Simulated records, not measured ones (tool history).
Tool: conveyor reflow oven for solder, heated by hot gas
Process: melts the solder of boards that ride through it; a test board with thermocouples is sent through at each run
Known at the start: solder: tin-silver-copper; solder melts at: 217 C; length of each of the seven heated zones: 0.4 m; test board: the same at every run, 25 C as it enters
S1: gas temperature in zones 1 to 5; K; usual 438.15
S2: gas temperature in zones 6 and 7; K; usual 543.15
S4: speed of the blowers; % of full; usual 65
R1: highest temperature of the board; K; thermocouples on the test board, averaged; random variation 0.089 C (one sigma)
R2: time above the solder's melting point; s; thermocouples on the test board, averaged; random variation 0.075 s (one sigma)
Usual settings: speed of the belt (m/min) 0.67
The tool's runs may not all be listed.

run 1 hour=0 | S1=438.15 S2=543.15 speed_of_the_belt_(m/min)=0.67 S4=65 | R1=524.78 R2=50.36
run 2 hour=17 | S1=428.15 S2=543.15 speed_of_the_belt_(m/min)=0.67 S4=65 | R1=523.01 R2=46.3
run 3 hour=33.2 | S1=438.15 S2=543.15 speed_of_the_belt_(m/min)=0.67 S4=65 | R1=524.73 R2=50.3
run 4 hour=49.8 | S1=438.15 S2=543.15 speed_of_the_belt_(m/min)=0.67 S4=65 | R1=524.77 R2=50.31
run 5 hour=56.9 | S1=438.15 S2=543.15 speed_of_the_belt_(m/min)=0.67 S4=65 | R1=524.62 R2=50.34
-- hour=65.4 flux residue cleaned out of gas plates and filters
run 6 hour=75.9 | S1=438.15 S2=543.15 speed_of_the_belt_(m/min)=0.67 S4=65 | R1=526.42 R2=51.93
run 7 hour=90.4 | S1=438.15 S2=543.15 speed_of_the_belt_(m/min)=0.67 S4=65 | R1=526.28 R2=51.77
run 8 hour=99.6 | S1=438.15 S2=543.15 speed_of_the_belt_(m/min)=0.67 S4=65 | R1=526.38 R2=51.84
run 9 hour=112.5 | S1=438.15 S2=543.15 speed_of_the_belt_(m/min)=0.67 S4=65 | R1=526.28 R2=51.88
run 10 hour=119.6 | S1=442.15 S2=543.15 speed_of_the_belt_(m/min)=0.67 S4=65 | R1=526.75 R2=53.63
run 11 hour=134.1 | S1=438.15 S2=543.15 speed_of_the_belt_(m/min)=0.67 S4=66 | R1=526.42 R2=51.89
run 12 hour=143.1 | S1=438.15 S2=543.15 speed_of_the_belt_(m/min)=0.67 S4=66 | R1=526.37 R2=52.02
run 13 hour=150.6 | S1=438.15 S2=543.15 speed_of_the_belt_(m/min)=0.67 S4=66 | R1=526.42 R2=52.02
run 14 hour=167.6 | S1=438.15 S2=541.15 speed_of_the_belt_(m/min)=0.67 S4=65 | R1=524.37 R2=50.52
run 15 hour=182.7 | S1=438.15 S2=539.15 speed_of_the_belt_(m/min)=0.789 S4=65 | R1=516.72 R2=36.37
run 16 hour=191.3 | S1=438.15 S2=539.15 speed_of_the_belt_(m/min)=0.789 S4=82 | R1=519.96 R2=39.57
run 17 hour=205 | S1=438.15 S2=539.15 speed_of_the_belt_(m/min)=0.789 S4=82 | R1=520.09 R2=39.59
run 18 hour=219.7 | S1=449.15 S2=539.15 speed_of_the_belt_(m/min)=0.692 S4=82 | R1=526.04 R2=54.02
run 19 hour=228 | S1=449.15 S2=539.15 speed_of_the_belt_(m/min)=0.716 S4=82 | R1=524.94 R2=51.36
run 20 hour=243.5 | S1=449.15 S2=539.15 speed_of_the_belt_(m/min)=0.716 S4=82 | R1=525.1 R2=51.24
run 21 hour=258.1 | S1=439.15 S2=536.15 speed_of_the_belt_(m/min)=0.755 S4=65 | R1=515.66 R2=37.79
run 22 hour=267.2 | S1=425.15 S2=550.15 speed_of_the_belt_(m/min)=0.555 S4=65 | R1=536.5 R2=67.13
run 23 hour=278.3 | S1=431.15 S2=543.15 speed_of_the_belt_(m/min)=0.782 S4=65 | R1=518.1 R2=36.25
run 24 hour=286.6 | S1=438.15 S2=552.15 speed_of_the_belt_(m/min)=0.582 S4=65 | R1=538.35 R2=68.45
run 25 hour=296.7 | S1=433.15 S2=543.15 speed_of_the_belt_(m/min)=0.648 S4=62 | R1=525.2 R2=51.69

The same runs without the tool's hidden state, with the same run-to-run variation:
The hidden state here: heat that the gas passes to the board, % of a clean oven's; belt's true speed, % of the reading; true gas temperature in zones 6 and 7 over the reading, C; drift of the gauge itself on peak_c, C; drift of the gauge itself on liquid_s, %.
run=1 R1=526.19 R2=51.35
run=2 R1=524.64 R2=47.56
run=3 R1=526.27 R2=51.39
run=4 R1=526.37 R2=51.44
run=5 R1=526.26 R2=51.5
run=6 R1=526.24 R2=51.4
run=7 R1=526.15 R2=51.27
run=8 R1=526.29 R2=51.37
run=9 R1=526.23 R2=51.44
run=10 R1=526.72 R2=53.19
run=11 R1=526.45 R2=51.5
run=12 R1=526.45 R2=51.66
run=13 R1=526.53 R2=51.68
run=14 R1=524.52 R2=50.24
run=15 R1=517.04 R2=36.37
run=16 R1=520.39 R2=39.6
run=17 R1=520.58 R2=39.67
run=18 R1=526.38 R2=53.81
run=19 R1=525.34 R2=51.22
run=20 R1=525.57 R2=51.14
run=21 R1=516.24 R2=38.05
run=22 R1=536.94 R2=66.79
run=23 R1=518.94 R2=36.64
run=24 R1=538.83 R2=68
run=25 R1=525.82 R2=51.72

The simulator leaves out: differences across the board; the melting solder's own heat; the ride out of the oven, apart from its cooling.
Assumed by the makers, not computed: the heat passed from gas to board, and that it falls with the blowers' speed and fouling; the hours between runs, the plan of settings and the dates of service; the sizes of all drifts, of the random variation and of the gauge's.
